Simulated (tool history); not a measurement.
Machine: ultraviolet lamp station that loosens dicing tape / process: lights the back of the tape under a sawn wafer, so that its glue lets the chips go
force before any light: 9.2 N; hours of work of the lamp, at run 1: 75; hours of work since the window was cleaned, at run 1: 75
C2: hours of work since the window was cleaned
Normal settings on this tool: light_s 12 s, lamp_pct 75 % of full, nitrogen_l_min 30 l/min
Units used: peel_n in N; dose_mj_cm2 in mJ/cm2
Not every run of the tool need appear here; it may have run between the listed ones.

run 1 hour=0.0 | light_s=12 lamp_pct=75 nitrogen_l_min=30 | hours_of_work_of_the_lamp=75 C2=75 | peel_n=0.897 dose_mj_cm2=484
run 2 hour=44.4 | light_s=12 lamp_pct=75 nitrogen_l_min=30 | hours_of_work_of_the_lamp=104 C2=104 | peel_n=0.926 dose_mj_cm2=480
run 3 hour=90.7 | light_s=12 lamp_pct=75 nitrogen_l_min=30 | hours_of_work_of_the_lamp=133 C2=133 | peel_n=0.909 dose_mj_cm2=483
run 4 hour=149.6 | light_s=11 lamp_pct=75 nitrogen_l_min=30 | hours_of_work_of_the_lamp=171 C2=171 | peel_n=1.052 dose_mj_cm2=444
run 5 hour=179.7 | light_s=12 lamp_pct=75 nitrogen_l_min=11 | hours_of_work_of_the_lamp=190 C2=190 | peel_n=1.547 dose_mj_cm2=480
run 6 hour=206.8 | light_s=12 lamp_pct=75 nitrogen_l_min=30 | hours_of_work_of_the_lamp=207 C2=207 | peel_n=0.903 dose_mj_cm2=479
run 7 hour=255.4 | light_s=12 lamp_pct=75 nitrogen_l_min=13 | hours_of_work_of_the_lamp=238 C2=238 | peel_n=1.419 dose_mj_cm2=484
run 8 hour=309.5 | light_s=23 lamp_pct=75 nitrogen_l_min=30 | hours_of_work_of_the_lamp=273 C2=273 | peel_n=0.266 dose_mj_cm2=932
run 9 hour=342.7 | light_s=12 lamp_pct=75 nitrogen_l_min=30 | hours_of_work_of_the_lamp=294 C2=294 | peel_n=0.930 dose_mj_cm2=479
run 10 hour=375.1 | light_s=12 lamp_pct=75 nitrogen_l_min=30 | hours_of_work_of_the_lamp=315 C2=315 | peel_n=0.948 dose_mj_cm2=481
run 11 hour=422.6 | light_s=12 lamp_pct=86 nitrogen_l_min=30 | hours_of_work_of_the_lamp=345 C2=345 | peel_n=0.676 dose_mj_cm2=551
run 12 hour=458.3 | light_s=16 lamp_pct=92 nitrogen_l_min=27 | hours_of_work_of_the_lamp=368 C2=368 | peel_n=0.354 dose_mj_cm2=792
run 13 hour=495.4 | light_s=21 lamp_pct=62 nitrogen_l_min=15 | hours_of_work_of_the_lamp=392 C2=392 | peel_n=0.653 dose_mj_cm2=698
run 14 hour=529.6 | light_s=12 lamp_pct=75 nitrogen_l_min=26 | hours_of_work_of_the_lamp=414 C2=414 | peel_n=1.016 dose_mj_cm2=479
run 15 hour=574.8 | light_s=11 lamp_pct=75 nitrogen_l_min=30 | hours_of_work_of_the_lamp=443 C2=443 | peel_n=1.094 dose_mj_cm2=444
run 16 hour=601.1 | light_s=11 lamp_pct=75 nitrogen_l_min=30 | hours_of_work_of_the_lamp=460 C2=460 | peel_n=1.090 dose_mj_cm2=443
run 17 hour=651.9 | light_s=11 lamp_pct=75 nitrogen_l_min=30 | hours_of_work_of_the_lamp=492 C2=492 | peel_n=1.107 dose_mj_cm2=437
-- hour=678.1 window cleaned of glue's vapour
run 18 hour=679.3 | light_s=7 lamp_pct=97 nitrogen_l_min=58 | hours_of_work_of_the_lamp=509 C2=1 | peel_n=1.185 dose_mj_cm2=362
run 19 hour=721.1 | light_s=8 lamp_pct=66 nitrogen_l_min=22 | hours_of_work_of_the_lamp=536 C2=27 | peel_n=2.581 dose_mj_cm2=282

Branching from run 19: 3 alternative next runs. What would each branch give?
run A hour=769.9 | light_s=10 lamp_pct=75 nitrogen_l_min=17 | hours_of_work_of_the_lamp=567 C2=59 | peel_n=? dose_mj_cm2=?
run B hour=769.9 | light_s=12 lamp_pct=66 nitrogen_l_min=30 | hours_of_work_of_the_lamp=567 C2=59 | peel_n=? dose_mj_cm2=?
run C hour=769.9 | light_s=12 lamp_pct=92 nitrogen_l_min=24 | hours_of_work_of_the_lamp=567 C2=59 | peel_n=? dose_mj_cm2=?

run=A peel_n=1.709 dose_mj_cm2=401
run=B peel_n=1.161 dose_mj_cm2=420
run=C peel_n=0.672 dose_mj_cm2=595
The same runs, with their run-to-run variation unchanged, on a tool lacking any hidden condition would have given:
run=A peel_n=1.704 dose_mj_cm2=402
run=B peel_n=1.157 dose_mj_cm2=421
run=C peel_n=0.669 dose_mj_cm2=596
